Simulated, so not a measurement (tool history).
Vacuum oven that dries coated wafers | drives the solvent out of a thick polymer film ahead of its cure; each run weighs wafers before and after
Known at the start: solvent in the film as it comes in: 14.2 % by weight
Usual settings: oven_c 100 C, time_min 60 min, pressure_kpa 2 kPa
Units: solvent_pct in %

{"run": 1, "hour": 0.0, "oven_c": 100, "time_min": 60, "pressure_kpa": 2, "solvent_pct": 1.8}
{"run": 2, "hour": 95.5, "oven_c": 100, "time_min": 60, "pressure_kpa": 2, "solvent_pct": 1.83}
{"run": 3, "hour": 139.7, "oven_c": 100, "time_min": 60, "pressure_kpa": 2, "solvent_pct": 1.78}
{"run": 4, "hour": 240.9, "oven_c": 100, "time_min": 40, "pressure_kpa": 2, "solvent_pct": 2.95}
{"run": 5, "hour": 329.2, "oven_c": 100, "time_min": 40, "pressure_kpa": 2, "solvent_pct": 2.94}
{"run": 6, "hour": 398.6, "oven_c": 100, "time_min": 40, "pressure_kpa": 2, "solvent_pct": 2.89}
{"run": 7, "hour": 462.5, "oven_c": 100, "time_min": 60, "pressure_kpa": 2, "solvent_pct": 1.82}

Run 8 comes next. What will it give?
{"run": 8, "hour": 533.1, "oven_c": 100, "time_min": 60, "pressure_kpa": 2, "solvent_pct": "?"}

Run 8 gave solvent_pct 1.8 %.
Without the tool's hidden state the same run would have given solvent_pct 1.85 %.
